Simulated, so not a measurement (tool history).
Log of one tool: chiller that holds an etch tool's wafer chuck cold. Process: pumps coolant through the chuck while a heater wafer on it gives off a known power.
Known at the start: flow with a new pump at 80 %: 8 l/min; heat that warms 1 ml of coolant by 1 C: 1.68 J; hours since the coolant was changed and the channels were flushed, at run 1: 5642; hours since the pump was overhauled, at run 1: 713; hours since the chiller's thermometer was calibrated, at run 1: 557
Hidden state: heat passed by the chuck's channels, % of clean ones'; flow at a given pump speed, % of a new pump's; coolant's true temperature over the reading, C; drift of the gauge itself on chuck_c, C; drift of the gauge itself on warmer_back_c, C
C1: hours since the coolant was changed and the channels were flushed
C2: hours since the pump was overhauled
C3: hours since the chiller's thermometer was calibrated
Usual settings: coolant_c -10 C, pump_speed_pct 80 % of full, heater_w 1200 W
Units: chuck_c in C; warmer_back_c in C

{"run": 1, "hour": 0.0, "coolant_c": -10, "pump_speed_pct": 80, "heater_w": 1200, "C1": 5642, "C2": 713, "C3": 557, "chuck_c": 1.1, "warmer_back_c": 5.32}
{"run": 2, "hour": 19.9, "coolant_c": -10, "pump_speed_pct": 80, "heater_w": 1200, "C1": 5662, "C2": 733, "C3": 577, "chuck_c": 1.2, "warmer_back_c": 5.38}
{"run": 3, "hour": 42.1, "coolant_c": -10, "pump_speed_pct": 80, "heater_w": 1200, "C1": 5684, "C2": 756, "C3": 599, "chuck_c": 1.1, "warmer_back_c": 5.38}
{"run": 4, "hour": 69.4, "coolant_c": -10, "pump_speed_pct": 80, "heater_w": 1200, "C1": 5711, "C2": 783, "C3": 626, "chuck_c": 1.1, "warmer_back_c": 5.38}
{"run": 5, "hour": 107.6, "coolant_c": -10, "pump_speed_pct": 80, "heater_w": 1200, "C1": 5749, "C2": 821, "C3": 664, "chuck_c": 1.0, "warmer_back_c": 5.42}
{"run": 6, "hour": 151.2, "coolant_c": -10, "pump_speed_pct": 80, "heater_w": 1200, "C1": 5793, "C2": 865, "C3": 708, "chuck_c": 0.8, "warmer_back_c": 5.44}
{"run": 7, "hour": 184.2, "coolant_c": -10, "pump_speed_pct": 80, "heater_w": 1200, "C1": 5826, "C2": 898, "C3": 741, "chuck_c": 1.0, "warmer_back_c": 5.4}
{"run": 8, "hour": 202.0, "coolant_c": -16, "pump_speed_pct": 80, "heater_w": 1200, "C1": 5844, "C2": 915, "C3": 759, "chuck_c": -5.0, "warmer_back_c": 5.42}
{"run": 9, "hour": 223.6, "coolant_c": -16, "pump_speed_pct": 80, "heater_w": 1200, "C1": 5865, "C2": 937, "C3": 780, "chuck_c": -5.0, "warmer_back_c": 5.49}
{"run": 10, "hour": 247.9, "coolant_c": -16, "pump_speed_pct": 80, "heater_w": 1200, "C1": 5890, "C2": 961, "C3": 805, "chuck_c": -5.0, "warmer_back_c": 5.52}
{"run": 11, "hour": 271.1, "coolant_c": -16, "pump_speed_pct": 80, "heater_w": 1200, "C1": 5913, "C2": 985, "C3": 828, "chuck_c": -4.8, "warmer_back_c": 5.56}
{"run": 12, "hour": 308.3, "coolant_c": -16, "pump_speed_pct": 80, "heater_w": 1200, "C1": 5950, "C2": 1022, "C3": 865, "chuck_c": -4.8, "warmer_back_c": 5.49}
{"run": 13, "hour": 337.2, "coolant_c": -16, "pump_speed_pct": 80, "heater_w": 1200, "C1": 5979, "C2": 1051, "C3": 894, "chuck_c": -4.9, "warmer_back_c": 5.55}
{"run": 14, "hour": 357.0, "coolant_c": -16, "pump_speed_pct": 82, "heater_w": 1200, "C1": 5999, "C2": 1070, "C3": 914, "chuck_c": -5.2, "warmer_back_c": 5.34}
{"run": 15, "hour": 390.3, "coolant_c": -16, "pump_speed_pct": 82, "heater_w": 1200, "C1": 6032, "C2": 1104, "C3": 947, "chuck_c": -5.2, "warmer_back_c": 5.32}
{"run": 16, "hour": 432.8, "coolant_c": -10, "pump_speed_pct": 68, "heater_w": 1200, "C1": 6075, "C2": 1146, "C3": 990, "chuck_c": 2.5, "warmer_back_c": 6.56}
{"run": 17, "hour": 452.1, "coolant_c": -15, "pump_speed_pct": 80, "heater_w": 1200, "C1": 6094, "C2": 1166, "C3": 1009, "chuck_c": -4.0, "warmer_back_c": 5.53}
{"run": 18, "hour": 494.3, "coolant_c": -15, "pump_speed_pct": 80, "heater_w": 1200, "C1": 6136, "C2": 1208, "C3": 1051, "chuck_c": -3.9, "warmer_back_c": 5.55}
{"run": 19, "hour": 512.9, "coolant_c": -10, "pump_speed_pct": 88, "heater_w": 1200, "C1": 6155, "C2": 1226, "C3": 1070, "chuck_c": 0.4, "warmer_back_c": 5.08}
{"run": 20, "hour": 535.2, "coolant_c": -4, "pump_speed_pct": 88, "heater_w": 1656, "C1": 6177, "C2": 1249, "C3": 1092, "chuck_c": 10.3, "warmer_back_c": 6.92}
{"run": 21, "hour": 555.2, "coolant_c": -11, "pump_speed_pct": 63, "heater_w": 624, "C1": 6197, "C2": 1269, "C3": 1112, "chuck_c": -4.3, "warmer_back_c": 3.89}
{"hour": 592.1, "done": "gauge calibrated"}
{"run": 22, "hour": 594.3, "coolant_c": -11, "pump_speed_pct": 63, "heater_w": 624, "C1": 6236, "C2": 1308, "C3": 1151, "chuck_c": -4.2, "warmer_back_c": 3.65}
{"run": 23, "hour": 619.2, "coolant_c": -10, "pump_speed_pct": 60, "heater_w": 1501, "C1": 6261, "C2": 1333, "C3": 1176, "chuck_c": 6.8, "warmer_back_c": 9.3}
{"run": 24, "hour": 657.3, "coolant_c": -10, "pump_speed_pct": 63, "heater_w": 1501, "C1": 6299, "C2": 1371, "C3": 1214, "chuck_c": 6.2, "warmer_back_c": 8.82}
{"run": 25, "hour": 698.4, "coolant_c": -10, "pump_speed_pct": 63, "heater_w": 1501, "C1": 6340, "C2": 1412, "C3": 1255, "chuck_c": 6.5, "warmer_back_c": 8.87}
{"run": 26, "hour": 742.1, "coolant_c": -7, "pump_speed_pct": 80, "heater_w": 768, "C1": 6384, "C2": 1455, "C3": 1299, "chuck_c": 0.1, "warmer_back_c": 3.45}
{"run": 27, "hour": 765.9, "coolant_c": -10, "pump_speed_pct": 81, "heater_w": 765, "C1": 6408, "C2": 1479, "C3": 1323, "chuck_c": -3.1, "warmer_back_c": 3.48}
{"run": 28, "hour": 806.9, "coolant_c": -10, "pump_speed_pct": 81, "heater_w": 765, "C1": 6449, "C2": 1520, "C3": 1364, "chuck_c": -2.9, "warmer_back_c": 3.49}
{"run": 29, "hour": 835.0, "coolant_c": -10, "pump_speed_pct": 81, "heater_w": 765, "C1": 6477, "C2": 1548, "C3": 1392, "chuck_c": -3.0, "warmer_back_c": 3.45}
{"run": 30, "hour": 858.7, "coolant_c": -10, "pump_speed_pct": 81, "heater_w": 765, "C1": 6501, "C2": 1572, "C3": 1416, "chuck_c": -2.9, "warmer_back_c": 3.54}
{"run": 31, "hour": 883.4, "coolant_c": -10, "pump_speed_pct": 81, "heater_w": 765, "C1": 6525, "C2": 1597, "C3": 1440, "chuck_c": -3.0, "warmer_back_c": 3.53}

Measured less the same run without the tool's hidden state. The same run-to-run variation is in both; the gauge's scatter may not be:
run=1 warmer_back_c=+0.01
run=2 warmer_back_c=+0.01
run=3 warmer_back_c=+0.02
run=4 warmer_back_c=+0.03
run=5 warmer_back_c=+0.05
run=6 warmer_back_c=+0.07
run=7 warmer_back_c=+0.09
run=8 warmer_back_c=+0.09
run=9 warmer_back_c=+0.11
run=10 warmer_back_c=+0.12
run=11 warmer_back_c=+0.13
run=12 warmer_back_c=+0.15
run=13 warmer_back_c=+0.16
run=14 warmer_back_c=+0.17
run=15 warmer_back_c=+0.18
run=16 warmer_back_c=+0.21
run=17 warmer_back_c=+0.22
run=18 warmer_back_c=+0.24
run=19 warmer_back_c=+0.24
run=20 warmer_back_c=+0.26
run=21 warmer_back_c=+0.26
run=22 warmer_back_c=+0.01
run=23 warmer_back_c=+0.02
run=24 warmer_back_c=+0.03
run=25 warmer_back_c=+0.05
run=26 warmer_back_c=+0.07
run=27 warmer_back_c=+0.08
run=28 warmer_back_c=+0.10
run=29 warmer_back_c=+0.12
run=30 warmer_back_c=+0.12
run=31 warmer_back_c=+0.14
chuck_c: within 0.1 C of the measured result in every run.
